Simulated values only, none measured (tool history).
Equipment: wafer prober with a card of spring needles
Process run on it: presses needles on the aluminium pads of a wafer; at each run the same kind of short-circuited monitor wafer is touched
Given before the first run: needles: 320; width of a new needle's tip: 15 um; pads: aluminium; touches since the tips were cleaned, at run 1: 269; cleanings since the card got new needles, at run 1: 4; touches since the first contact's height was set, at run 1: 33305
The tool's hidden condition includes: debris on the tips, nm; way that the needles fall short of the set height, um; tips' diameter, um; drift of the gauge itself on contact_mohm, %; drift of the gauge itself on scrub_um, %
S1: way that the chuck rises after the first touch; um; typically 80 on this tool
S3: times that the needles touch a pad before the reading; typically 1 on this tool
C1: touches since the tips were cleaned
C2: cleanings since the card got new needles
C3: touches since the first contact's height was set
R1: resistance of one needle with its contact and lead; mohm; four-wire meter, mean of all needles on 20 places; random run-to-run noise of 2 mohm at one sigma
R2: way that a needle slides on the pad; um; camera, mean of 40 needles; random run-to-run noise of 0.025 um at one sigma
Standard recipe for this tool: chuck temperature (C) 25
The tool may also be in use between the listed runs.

run 1 hour=0 | S1=80 chuck_temperature_(C)=25 S3=1 | C1=269 C2=4 C3=33305 | R1=221 R2=16.94
run 2 hour=19.5 | S1=80 chuck_temperature_(C)=25 S3=1 | C1=3124 C2=4 C3=36160 | R1=277 R2=16.98
run 3 hour=30.6 | S1=80 chuck_temperature_(C)=104 S3=1 | C1=4756 C2=4 C3=37792 | R1=301 R2=16.99
run 4 hour=49.6 | S1=80 chuck_temperature_(C)=104 S3=1 | C1=7533 C2=4 C3=40569 | R1=310 R2=17.01
-- hour=51 tips cleaned on abrasive film
run 5 hour=60.9 | S1=80 chuck_temperature_(C)=104 S3=1 | C1=1458 C2=5 C3=42217 | R1=266 R2=16.94
run 6 hour=75.7 | S1=95 chuck_temperature_(C)=104 S3=1 | C1=3622 C2=5 C3=44381 | R1=275 R2=20.11
run 7 hour=85.7 | S1=74 chuck_temperature_(C)=25 S3=1 | C1=5086 C2=5 C3=45845 | R1=304 R2=15.65
run 8 hour=101.7 | S1=79 chuck_temperature_(C)=55 S3=3 | C1=7441 C2=5 C3=48200 | R1=254 R2=16.7
-- hour=103.7 tips cleaned on abrasive film
run 9 hour=120.2 | S1=80 chuck_temperature_(C)=97 S3=1 | C1=2416 C2=6 C3=50889 | R1=278 R2=16.88
run 10 hour=134.5 | S1=80 chuck_temperature_(C)=69 S3=2 | C1=4517 C2=6 C3=52990 | R1=264 R2=16.87
run 11 hour=152.8 | S1=80 chuck_temperature_(C)=69 S3=2 | C1=7199 C2=6 C3=55672 | R1=275 R2=16.9

Forecast run 12:
-- hour=157.4 tips cleaned on abrasive film
run 12 hour=170.7 | S1=80 chuck_temperature_(C)=116 S3=2 | C1=1947 C2=7 C3=58287 | R1=? R2=?

R1: 260 mohm
R2: 16.88 um
Without the tool's hidden state the same run would have given R1 236 mohm, R2 17.04 um.

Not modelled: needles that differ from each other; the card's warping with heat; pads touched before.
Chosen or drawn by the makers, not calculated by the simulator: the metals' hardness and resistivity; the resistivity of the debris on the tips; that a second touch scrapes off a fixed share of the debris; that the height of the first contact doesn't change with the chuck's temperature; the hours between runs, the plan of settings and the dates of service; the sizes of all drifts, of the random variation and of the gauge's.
